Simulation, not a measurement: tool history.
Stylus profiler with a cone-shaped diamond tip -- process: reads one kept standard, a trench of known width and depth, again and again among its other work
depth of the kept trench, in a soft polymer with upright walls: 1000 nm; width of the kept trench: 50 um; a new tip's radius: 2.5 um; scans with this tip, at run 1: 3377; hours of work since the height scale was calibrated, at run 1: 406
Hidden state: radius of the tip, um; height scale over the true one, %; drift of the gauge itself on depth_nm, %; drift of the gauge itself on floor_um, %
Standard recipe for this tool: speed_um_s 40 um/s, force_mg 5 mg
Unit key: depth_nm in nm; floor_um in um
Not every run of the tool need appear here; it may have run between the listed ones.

run,hour,speed_um_s,force_mg,scans with this tip,hours of work since the height scale was calibrated,depth_nm,floor_um
1,0,40,5,3377,406,1024.82,45.45
2,15.7,40,5,3468,416,1025.05,45.39
3,38.6,10,5,3600,432,1025.02,45.54
4,61.1,40,3.21,3730,448,1018.94,45.38
5,75.8,14,5,3815,458,1025.17,45.42
6,100,28,5,3955,475,1025.15,45.42
7,110.9,28,6.19,4018,483,1028.47,45.36
8,135.8,28,6.19,4162,500,1028.78,45.39
9,154.1,112,5,4268,513,1025.12,45.14
10,164.9,112,5,4330,520,1024.9,45.23
11,190.6,40,2.02,4479,538,1014.65,45.21
12,215.9,148,5,4625,556,1025.43,45.07
13,233.1,148,5,4724,567,1025.61,45.03
14,255.5,148,5.05,4854,583,1025.4,45.06
15,278.6,148,5.05,4988,599,1025.98,45.05
16,292.4,148,2.68,5067,609,1017.08,44.87
17,317.1,148,2.68,5210,626,1017.74,44.9
18,332.9,148,4.42,5302,637,1024.24,44.95
19,353,40,5,5418,651,1025.76,45.2
20,367.9,40,3.7,5503,661,1021.93,45.15
21,380.7,40,3.7,5577,670,1021.46,45.12
22,396,40,3.7,5666,681,1021.46,45.09
23,420.7,22,8.48,5809,698,1036.21,45.18
24,446,55,2.4,5955,715,1016.88,44.98
25,464.7,37,5.97,6063,728,1028.79,45.17
26,481.1,37,5.97,6158,740,1029.26,45.06
27,503.3,37,5.97,6286,755,1029.35,45.1
28,519.2,37,5.97,6378,766,1029.61,45.04
29,540.5,32,6.56,6501,781,1031.42,45.03
30,560.7,13,1.71,6618,795,1014.43,45.02
31,571.3,22,13.21,6679,802,1048.13,45.03
32,583,128,3.48,6747,810,1021.57,44.79
33,600.3,138,8.24,6847,822,1036.29,44.81
34,613.5,138,8.24,6923,832,1036.36,44.91
35,635.3,12,4.02,7049,847,1023.63,44.95
36,653.4,19,5,7154,859,1026.92,44.96
37,664.2,19,5,7216,867,1026.58,45.02
38,685.7,150,12.29,7341,882,1046.23,44.79
39,706.3,150,12.29,7460,896,1046.19,44.81
40,718.4,150,12.29,7530,904,1046.23,44.79
41,730.6,76,2.21,7600,913,1017.01,44.73

Branching from run 41: 3 alternative next runs. What would each branch give?
A,754.6,34,4.64,7739,930,?,?
B,754.6,76,13.93,7739,930,?,?
C,754.6,16,10.94,7739,930,?,?

run,depth_nm,floor_um
A,1025.97,44.83
B,1050.14,44.9
C,1043.24,44.92
What these runs would have given with no unlogged condition in the tool:
run,depth_nm,floor_um
A,1022.34,45.89
B,1046.42,45.96
C,1039.55,45.98
